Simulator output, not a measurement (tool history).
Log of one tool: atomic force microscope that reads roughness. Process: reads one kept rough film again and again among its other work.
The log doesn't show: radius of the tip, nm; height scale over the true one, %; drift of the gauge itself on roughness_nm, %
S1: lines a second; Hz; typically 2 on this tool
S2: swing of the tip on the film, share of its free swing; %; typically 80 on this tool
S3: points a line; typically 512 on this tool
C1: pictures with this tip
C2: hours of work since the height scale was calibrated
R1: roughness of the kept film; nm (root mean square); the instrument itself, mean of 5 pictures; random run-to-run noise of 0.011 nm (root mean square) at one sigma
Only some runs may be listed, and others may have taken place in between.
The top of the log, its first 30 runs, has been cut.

run	day	S1	S2	S3	C1	C2	R1
31	20.004	2	65	599	42	9	2.631
32	20.85	2	65	599	57	19	2.597
33	21.725	0.68	67	442	72	29	2.723
34	22.317	0.68	67	442	82	36	2.731
35	23.021	1.42	55	436	95	44	2.701
36	23.679	1.37	69	512	106	52	2.585
37	24.225	1.37	69	512	116	58	2.568
38	25.162	1.37	69	512	132	69	2.547
39	26.121	1.37	69	512	149	80	2.518
# day 26.588: new tip fitted
40	26.867	2	80	369	5	89	2.476
41	27.45	0.98	75	428	15	96	2.72
42	28.125	1.22	63	371	27	103	2.77
43	28.912	2.27	76	415	41	113	2.48
44	29.754	1.21	69	415	55	122	2.684
45	30.712	1.21	69	415	72	134	2.647
46	31.496	2	76	525	86	143	2.45
47	32.062	2	76	937	96	149	2.43
48	32.858	2.54	63	318	110	159	2.54
49	33.658	2.54	63	988	124	168	2.518

Each row is a separate what-if for the run after 49, all from the same tool condition, not one after another. Results?
A	34.538	1.05	80	387	139	178	?
B	34.538	0.63	80	382	139	178	?
C	34.538	1.08	75	447	139	178	?
D	34.538	0.61	63	988	139	178	?
E	34.538	1.66	81	624	139	178	?

run	R1
A	2.5
B	2.575
C	2.533
D	2.658
E	2.38
Without the tool's unlogged condition, the same runs would have read:
run	R1
A	2.686
B	2.767
C	2.722
D	2.856
E	2.557

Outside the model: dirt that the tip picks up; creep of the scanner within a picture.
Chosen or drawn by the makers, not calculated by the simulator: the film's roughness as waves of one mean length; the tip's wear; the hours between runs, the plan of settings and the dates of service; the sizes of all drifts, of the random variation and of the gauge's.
